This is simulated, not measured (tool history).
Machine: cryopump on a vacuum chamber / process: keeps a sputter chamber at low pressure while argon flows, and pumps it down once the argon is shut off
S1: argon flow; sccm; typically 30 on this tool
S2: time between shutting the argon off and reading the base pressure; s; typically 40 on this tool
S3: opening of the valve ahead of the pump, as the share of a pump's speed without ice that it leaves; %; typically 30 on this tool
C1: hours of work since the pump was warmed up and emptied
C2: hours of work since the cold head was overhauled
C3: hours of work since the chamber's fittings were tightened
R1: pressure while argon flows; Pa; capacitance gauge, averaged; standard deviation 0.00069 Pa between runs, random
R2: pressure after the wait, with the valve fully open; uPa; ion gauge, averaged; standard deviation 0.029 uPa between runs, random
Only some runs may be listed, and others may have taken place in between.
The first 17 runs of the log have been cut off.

run   hour  S1   S2  S3   C1   C2   C3      R1    R2
 18  220.5  15   81  20  259  259  391  0.0897  1.42
 19  232.1  15   23  17  265  265  397  0.1060  2.91
 20  242.1  42   86  17  270  270  402  0.2945  1.37
 21  251.4  56  204  47  274  274  406  0.1453  1.06
 22  264.7  30   94  30  281  281  413  0.1211  1.35
 23  275.0  53   40  49  286  286  418  0.1319  2.04
 24  286.8  48   23  41  291  291  424  0.1427  2.98
 25  294.6  48   23  41  295  295  427  0.1421  2.95
 26  306.6  13   28  21  301  301  433  0.0732  2.57
 27  317.2  13  172  20  306  306  438  0.0782  1.18
 28  329.7  13   65  19  312  312  445  0.0819  1.62
 29  341.8  22   65  27  318  318  451  0.0986  1.64
 30  350.5  20   25  43  323  323  455  0.0571  2.73
 31  364.6  20  189  52  330  330  462  0.0477  1.19
 32  381.5  30   40  32  338  338  470  0.1134  2.14
 33  398.9  12   52  30  346  346  478  0.0484  1.83
 34  410.7  20   30  60  352  352  484  0.0412  2.49

Consider 3 possible next runs. They are alternatives, not a sequence: every one starts from the tool as it was left by run 34. What does each give?
  A  425.7  21   56  18  359  359  492   ?   ?
  B  425.7  20  258  60  359  359  492   ?   ?
  C  425.7  50   38  30  359  359  492   ?   ?

run      R1    R2
  A  0.1409  1.81
  B  0.0412  1.17
  C  0.2018  2.25
With no hidden state in the tool, these same runs would have given:
run      R1    R2
  A  0.1385  1.04
  B  0.0389  0.40
  C  0.1962  1.47

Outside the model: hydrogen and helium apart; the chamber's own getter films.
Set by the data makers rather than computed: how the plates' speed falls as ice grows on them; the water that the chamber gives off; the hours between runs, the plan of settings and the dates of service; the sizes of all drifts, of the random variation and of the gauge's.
